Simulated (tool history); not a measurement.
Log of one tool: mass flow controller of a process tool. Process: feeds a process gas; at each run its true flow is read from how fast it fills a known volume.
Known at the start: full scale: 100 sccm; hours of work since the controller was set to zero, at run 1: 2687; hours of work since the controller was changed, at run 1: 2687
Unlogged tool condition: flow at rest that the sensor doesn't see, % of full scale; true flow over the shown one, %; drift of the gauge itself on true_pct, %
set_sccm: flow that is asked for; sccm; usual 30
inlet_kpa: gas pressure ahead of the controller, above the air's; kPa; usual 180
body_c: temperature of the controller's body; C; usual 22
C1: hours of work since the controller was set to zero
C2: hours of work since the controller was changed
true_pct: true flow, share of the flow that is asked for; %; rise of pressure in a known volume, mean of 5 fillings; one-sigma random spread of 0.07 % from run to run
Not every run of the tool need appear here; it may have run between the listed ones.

Run 1, hour 0: usual settings; C1 2687; C2 2687. Result: true_pct 98.1 %.
Run 2, hour 269.5: usual settings; C1 2844; C2 2844. Result: true_pct 98.11 %.
Run 3, hour 407.5: usual settings; C1 2924; C2 2924. Result: true_pct 98.13 %.
Run 4, hour 520.6: usual settings; C1 2990; C2 2990. Result: true_pct 98.16 %.
Run 5, hour 733.5: usual settings; C1 3114; C2 3114. Result: true_pct 98.25 %.
Run 6, hour 933.4: usual settings; C1 3231; C2 3231. Result: true_pct 98.33 %.
Run 7, hour 1134.6: usual settings; C1 3348; C2 3348. Result: true_pct 98.15 %.
Run 8, hour 1393.5: usual settings; C1 3498; C2 3498. Result: true_pct 98.18 %.
Run 9, hour 1598.6: usual settings; C1 3618; C2 3618. Result: true_pct 98.31 %.
Run 10, hour 1774: usual settings; C1 3720; C2 3720. Result: true_pct 98.27 %.
Run 11, hour 1904: usual settings; C1 3795; C2 3795. Result: true_pct 98.29 %.
Run 12, hour 2078.1: usual settings; C1 3897; C2 3897. Result: true_pct 98.23 %.
Run 13, hour 2299.3: usual settings; C1 4026; C2 4026. Result: true_pct 98.17 %.
Run 14, hour 2415.2: usual settings; C1 4093; C2 4093. Result: true_pct 98.19 %.
Run 15, hour 2574.3: usual settings but set_sccm 56 sccm; C1 4186; C2 4186. Result: true_pct 99.07 %.
Run 16, hour 2725.4: usual settings but set_sccm 56 sccm, body_c 36 C; C1 4274; C2 4274. Result: true_pct 98.38 %.
Run 17, hour 2896.5: usual settings but set_sccm 56 sccm, body_c 36 C; C1 4373; C2 4373. Result: true_pct 98.52 %.
Run 18, hour 3099.9: usual settings; C1 4491; C2 4491. Result: true_pct 98.16 %.
Run 19, hour 3296.3: usual settings; C1 4606; C2 4606. Result: true_pct 98.18 %.
Run 20, hour 3566.8: usual settings; C1 4763; C2 4763. Result: true_pct 98.25 %.
Run 21, hour 3833.7: usual settings but inlet_kpa 245 kPa; C1 4919; C2 4919. Result: true_pct 97.73 %.
Run 22, hour 4068.1: usual settings but set_sccm 43 sccm; C1 5055; C2 5055. Result: true_pct 98.63 %.
Run 23, hour 4249: usual settings but set_sccm 43 sccm; C1 5160; C2 5160. Result: true_pct 98.52 %.
Run 24, hour 4459.7: usual settings but set_sccm 68 sccm, inlet_kpa 199 kPa; C1 5283; C2 5283. Result: true_pct 99.25 %.
Run 25, hour 4701.7: usual settings but set_sccm 68 sccm, inlet_kpa 199 kPa; C1 5424; C2 5424. Result: true_pct 99.13 %.
Run 26, hour 4907.9: usual settings but set_sccm 88 sccm; C1 5544; C2 5544. Result: true_pct 99.9 %.

Run 27 comes next. What will it give?
Run 27, hour 5103.2: usual settings but set_sccm 47 sccm, body_c 31 C; C1 5657; C2 5657. Result: true_pct ?.

true_pct: 98.43 %
The same run, on a tool lacking any hidden state, would have yielded true_pct 98.45 %.
